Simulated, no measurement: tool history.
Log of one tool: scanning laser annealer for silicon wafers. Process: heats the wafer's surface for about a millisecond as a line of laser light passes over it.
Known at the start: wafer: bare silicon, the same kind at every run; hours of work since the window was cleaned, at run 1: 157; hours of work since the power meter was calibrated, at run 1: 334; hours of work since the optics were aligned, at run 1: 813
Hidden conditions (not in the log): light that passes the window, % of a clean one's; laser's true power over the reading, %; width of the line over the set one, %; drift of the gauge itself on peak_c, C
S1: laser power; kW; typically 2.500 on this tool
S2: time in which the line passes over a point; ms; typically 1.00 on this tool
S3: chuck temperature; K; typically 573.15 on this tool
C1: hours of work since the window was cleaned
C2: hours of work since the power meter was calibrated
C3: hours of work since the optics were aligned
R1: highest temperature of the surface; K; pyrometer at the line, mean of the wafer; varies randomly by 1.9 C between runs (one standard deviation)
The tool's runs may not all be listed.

| run | day | S1 | S2 | S3 | C1 | C2 | C3 | R1 |
|---|---|---|---|---|---|---|---|---|
| 1 | 0.000 | 2.500 | 1.00 | 573.15 | 157 | 334 | 813 | 1393.15 |
| 2 | 0.462 | 2.500 | 1.00 | 573.15 | 165 | 343 | 821 | 1390.15 |
| 3 | 0.921 | 2.500 | 1.00 | 611.15 | 173 | 351 | 829 | 1428.15 |
| 4 | 1.158 | 2.500 | 1.00 | 611.15 | 177 | 355 | 833 | 1429.15 |
| 5 | 1.654 | 2.500 | 0.78 | 573.15 | 186 | 363 | 842 | 1302.15 |
| 6 | 1.883 | 2.263 | 1.00 | 573.15 | 190 | 368 | 846 | 1305.15 |
| 7 | 2.296 | 2.263 | 1.00 | 573.15 | 197 | 375 | 853 | 1305.15 |
| 8 | 2.658 | 2.263 | 1.00 | 573.15 | 203 | 381 | 859 | 1301.15 |
| 9 | 3.038 | 2.263 | 1.00 | 573.15 | 210 | 388 | 866 | 1303.15 |
| 10 | 3.271 | 2.263 | 1.00 | 573.15 | 214 | 392 | 870 | 1305.15 |
| 11 | 3.583 | 2.263 | 1.00 | 573.15 | 219 | 397 | 876 | 1300.15 |
| 12 | 3.925 | 2.263 | 1.00 | 573.15 | 225 | 403 | 882 | 1301.15 |
| 13 | 4.296 | 2.263 | 1.00 | 573.15 | 232 | 410 | 888 | 1307.15 |
| 14 | 4.592 | 2.263 | 1.00 | 573.15 | 237 | 415 | 893 | 1303.15 |
| 15 | 4.954 | 2.263 | 1.00 | 573.15 | 244 | 421 | 900 | 1298.15 |
| 16 | 5.192 | 2.500 | 1.00 | 573.15 | 248 | 426 | 904 | 1384.15 |
| 17 | 5.521 | 2.500 | 0.98 | 573.15 | 254 | 431 | 910 | 1374.15 |
| 18 | 5.742 | 2.500 | 0.98 | 573.15 | 257 | 435 | 914 | 1372.15 |
| 19 | 6.150 | 2.500 | 0.98 | 573.15 | 265 | 442 | 921 | 1372.15 |
| 20 | 6.417 | 2.284 | 1.00 | 573.15 | 269 | 447 | 925 | 1307.15 |
| 21 | 6.712 | 2.500 | 1.00 | 573.15 | 274 | 452 | 931 | 1379.15 |
| 22 | 6.958 | 2.639 | 1.00 | 580.15 | 279 | 457 | 935 | 1439.15 |
| 23 | 7.304 | 2.500 | 1.23 | 593.15 | 285 | 463 | 941 | 1477.15 |
| 24 | 7.667 | 2.500 | 1.23 | 593.15 | 291 | 469 | 947 | 1478.15 |
| 25 | 8.075 | 2.500 | 1.23 | 593.15 | 298 | 476 | 955 | 1478.15 |
| 26 | 8.517 | 2.500 | 1.23 | 593.15 | 306 | 484 | 962 | 1478.15 |
| 27 | 8.792 | 2.500 | 1.23 | 593.15 | 311 | 489 | 967 | 1477.15 |
| 28 | 9.296 | 2.151 | 1.18 | 565.15 | 320 | 498 | 976 | 1303.15 |
| 29 | 9.592 | 2.319 | 1.00 | 599.15 | 325 | 503 | 981 | 1343.15 |
| 30 | 9.821 | 2.500 | 1.00 | 551.15 | 329 | 507 | 985 | 1356.15 |
| 31 | 10.142 | 2.367 | 1.11 | 608.15 | 335 | 513 | 991 | 1405.15 |
| 32 | 10.612 | 2.367 | 0.91 | 599.15 | 343 | 521 | 999 | 1324.15 |
| 33 | 10.938 | 2.280 | 1.05 | 589.15 | 349 | 527 | 1005 | 1330.15 |
| 34 | 11.208 | 2.373 | 1.08 | 575.15 | 353 | 531 | 1010 | 1363.15 |
| 35 | 11.512 | 2.373 | 0.83 | 533.15 | 359 | 537 | 1015 | 1227.15 |
| 36 | 11.788 | 2.373 | 0.83 | 533.15 | 364 | 542 | 1020 | 1226.15 |
| 37 | 12.200 | 2.668 | 1.00 | 564.15 | 371 | 549 | 1027 | 1417.15 |
| 38 | 12.504 | 2.339 | 0.78 | 583.15 | 376 | 554 | 1032 | 1245.15 |
| 39 | 12.833 | 2.339 | 1.21 | 534.15 | 382 | 560 | 1038 | 1348.15 |
| 40 | 13.042 | 2.168 | 1.00 | 547.15 | 386 | 564 | 1042 | 1231.15 |
| 41 | 13.533 | 2.508 | 0.76 | 586.15 | 394 | 572 | 1050 | 1292.15 |

What if the next run were any one of these 4? Each begins from the tool's condition after run 41:
| A | 14.008 | 2.371 | 1.16 | 601.15 | 403 | 581 | 1059 | ? |
| B | 14.008 | 2.538 | 1.18 | 586.15 | 403 | 581 | 1059 | ? |
| C | 14.008 | 2.356 | 1.08 | 574.15 | 403 | 581 | 1059 | ? |
| D | 14.008 | 2.386 | 0.71 | 611.15 | 403 | 581 | 1059 | ? |

| run | R1 |
|---|---|
| A | 1407.15 |
| B | 1461.15 |
| C | 1349.15 |
| D | 1262.15 |
Take away the tool's hidden state, keep each run's random variation, and the runs would have read:
| run | R1 |
|---|---|
| A | 1454.15 |
| B | 1512.15 |
| C | 1394.15 |
| D | 1299.15 |
